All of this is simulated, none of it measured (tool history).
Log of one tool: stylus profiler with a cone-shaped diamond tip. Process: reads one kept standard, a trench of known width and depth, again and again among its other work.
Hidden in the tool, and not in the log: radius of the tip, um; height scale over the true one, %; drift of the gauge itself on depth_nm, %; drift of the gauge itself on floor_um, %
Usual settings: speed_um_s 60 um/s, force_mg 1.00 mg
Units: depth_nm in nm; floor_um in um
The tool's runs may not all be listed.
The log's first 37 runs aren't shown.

| run | day | speed_um_s | force_mg | scans with this tip | hours of work since the height scale was calibrated | depth_nm | floor_um |
|---|---|---|---|---|---|---|---|
| 38 | 26.083 | 124 | 1.00 | 5133 | 110 | 1005.46 | 40.37 |
| 39 | 26.625 | 61 | 2.09 | 5201 | 116 | 1009.98 | 41.00 |
| 40 | 27.525 | 61 | 1.13 | 5313 | 128 | 1005.92 | 40.87 |
| 41 | 28.046 | 222 | 0.37 | 5377 | 134 | 1002.14 | 38.19 |
| 42 | 29.075 | 22 | 1.70 | 5505 | 147 | 1008.70 | 41.15 |
| 43 | 29.496 | 22 | 1.70 | 5558 | 152 | 1008.10 | 41.07 |
| 44 | 30.146 | 22 | 1.70 | 5639 | 160 | 1008.93 | 41.03 |
| 45 | 30.592 | 168 | 1.00 | 5694 | 166 | 1005.37 | 39.70 |
| 46 | 31.217 | 168 | 1.00 | 5772 | 173 | 1005.67 | 39.70 |

4 ways to go on from here, each from the tool as it stands after run 46. What would each give?
| A | 31.792 | 205 | 1.00 | 5844 | 181 | ? | ? |
| B | 31.792 | 53 | 0.73 | 5844 | 181 | ? | ? |
| C | 31.792 | 22 | 0.35 | 5844 | 181 | ? | ? |
| D | 31.792 | 30 | 2.75 | 5844 | 181 | ? | ? |

| run | depth_nm | floor_um |
|---|---|---|
| A | 1005.62 | 39.39 |
| B | 1004.19 | 40.60 |
| C | 1002.15 | 40.79 |
| D | 1011.95 | 40.97 |
Without the tool's hidden state the same runs would have given:
| run | depth_nm | floor_um |
|---|---|---|
| A | 1006.67 | 42.29 |
| B | 1005.24 | 43.50 |
| C | 1003.20 | 43.69 |
| D | 1013.01 | 43.86 |
